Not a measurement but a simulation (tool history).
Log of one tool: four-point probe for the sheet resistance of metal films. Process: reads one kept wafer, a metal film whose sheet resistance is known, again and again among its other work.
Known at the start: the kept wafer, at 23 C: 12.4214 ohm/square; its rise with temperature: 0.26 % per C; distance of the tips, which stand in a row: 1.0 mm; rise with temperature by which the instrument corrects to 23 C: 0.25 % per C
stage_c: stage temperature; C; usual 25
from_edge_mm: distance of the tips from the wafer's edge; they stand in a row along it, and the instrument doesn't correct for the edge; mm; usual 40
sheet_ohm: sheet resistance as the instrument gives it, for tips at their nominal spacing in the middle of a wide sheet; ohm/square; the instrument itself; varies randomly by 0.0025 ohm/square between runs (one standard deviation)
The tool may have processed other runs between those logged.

run,day,stage_c,from_edge_mm,sheet_ohm
1,0.000,25,40,12.440747
2,1.933,25,40,12.447566
3,3.712,25,40,12.445408
4,6.167,25,40,12.443677
5,8.838,25,40,12.442974
6,10.167,30,40,12.449297
7,11.996,25,40,12.442818
# day 13.912: stage's thermometer calibrated
8,14.879,25,40,12.417067
9,16.271,25,61,12.412098
10,19.179,25,40,12.422675
11,21.617,20,40,12.410709
12,23.054,20,40,12.411534
13,24.858,22,9,12.491674
14,27.500,19,4,12.808821
15,29.096,19,4,12.809970
16,30.704,19,4,12.805129
17,32.742,26,68,12.422614
18,35.712,26,7,12.549509
19,37.454,27,10,12.482031

Below are 3 alternative next runs, each starting from the tool's condition after run 19. Predict each:
A,39.750,35,4,?
B,39.750,20,11,?
C,39.750,31,11,?

run,sheet_ohm
A,12.831541
B,12.461146
C,12.472107
With no hidden state in the tool, these same runs would have given:
run,sheet_ohm
A,12.843068
B,12.472348
C,12.483332

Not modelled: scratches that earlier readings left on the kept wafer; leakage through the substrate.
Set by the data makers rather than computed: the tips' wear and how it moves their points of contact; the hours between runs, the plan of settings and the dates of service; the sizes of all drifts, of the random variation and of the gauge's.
